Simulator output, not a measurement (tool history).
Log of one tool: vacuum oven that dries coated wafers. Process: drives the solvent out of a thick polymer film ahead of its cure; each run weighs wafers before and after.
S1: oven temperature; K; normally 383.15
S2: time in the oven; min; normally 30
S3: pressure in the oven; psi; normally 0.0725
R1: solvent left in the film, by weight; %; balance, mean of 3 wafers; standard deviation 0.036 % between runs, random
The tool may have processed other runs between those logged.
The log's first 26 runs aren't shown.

run    hour      S1  S2      S3    R1
 27   675.3  382.15  30  0.1658  2.58
 28   694.7  382.15  30  0.1658  2.62
 29   714.6  381.15  17  0.0497  4.96
 30   737.0  378.15  30  0.0725  3.17
 31   760.0  378.15  30  0.0415  2.98
 32   798.3  381.15  17  0.0999  5.23
 33   836.0  383.15  23  0.0725  3.35
 34   871.9  378.15  21  0.1114  4.80
 35   888.4  394.15  21  0.0834  2.09
 36   921.0  394.15  21  0.0834  2.05
 37   955.2  385.15  23  0.2806  3.40
 38   987.7  369.15  30  0.0541  4.78
 39  1024.1  383.15  32  0.1323  2.21
 40  1039.6  383.15  17  0.1323  5.01
 41  1067.8  383.15  17  0.1323  4.86
 42  1094.8  383.15  17  0.1323  5.01

What will run 43 give?
 43  1111.2  382.15  17  0.0564   ?

Run 43 measured R1 5.04 %.
The same run, on a tool lacking any hidden state, would have yielded R1 4.91 %.
